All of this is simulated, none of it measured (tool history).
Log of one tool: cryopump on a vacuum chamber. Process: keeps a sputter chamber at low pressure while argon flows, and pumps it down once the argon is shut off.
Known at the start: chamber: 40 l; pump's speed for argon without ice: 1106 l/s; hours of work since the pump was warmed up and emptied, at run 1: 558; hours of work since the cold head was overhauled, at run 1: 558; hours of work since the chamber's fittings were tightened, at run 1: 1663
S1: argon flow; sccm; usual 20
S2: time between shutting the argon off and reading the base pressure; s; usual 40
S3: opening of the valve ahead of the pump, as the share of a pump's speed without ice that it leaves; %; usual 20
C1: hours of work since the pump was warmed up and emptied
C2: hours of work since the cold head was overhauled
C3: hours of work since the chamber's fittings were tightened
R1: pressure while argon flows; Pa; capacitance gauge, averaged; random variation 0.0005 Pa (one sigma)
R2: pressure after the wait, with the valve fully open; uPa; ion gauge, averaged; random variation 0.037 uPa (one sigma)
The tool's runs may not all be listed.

run,day,S1,S2,S3,C1,C2,C3,R1,R2
1,0.000,20,40,20,558,558,1663,0.1555,3.10
2,1.750,20,40,20,579,579,1684,0.1549,3.18
3,3.062,20,40,20,594,594,1700,0.1564,3.06
4,4.700,20,40,20,614,614,1719,0.1558,3.18
5,6.492,20,40,20,635,635,1740,0.1557,3.27
6,8.358,20,40,20,657,657,1762,0.1549,3.17
7,9.733,20,40,20,673,673,1779,0.1557,3.21
8,11.646,21,60,34,696,696,1801,0.0980,2.56
9,12.879,21,60,34,710,710,1816,0.0977,2.73
# day 14.529: leaking fittings of the chamber tightened, without venting
10,14.600,12,37,44,730,730,1,0.0439,2.26
11,16.312,20,151,17,750,750,21,0.1839,0.82
12,18.375,31,151,52,774,774,46,0.0962,0.83
13,19.629,31,151,52,789,789,60,0.0972,0.86

Forecast each of these 4 alternatives for the next run:
A,21.004,16,32,22,806,806,77,?,?
B,21.004,31,267,52,806,806,77,?,?
C,21.004,22,23,41,806,806,77,?,?
D,21.004,36,151,57,806,806,77,?,?

run,R1,R2
A,0.1149,2.66
B,0.0973,0.67
C,0.0866,3.57
D,0.1037,0.87
Without the tool's hidden state the same runs would have given:
run,R1,R2
A,0.1119,2.54
B,0.0914,0.55
C,0.0824,3.46
D,0.0969,0.76
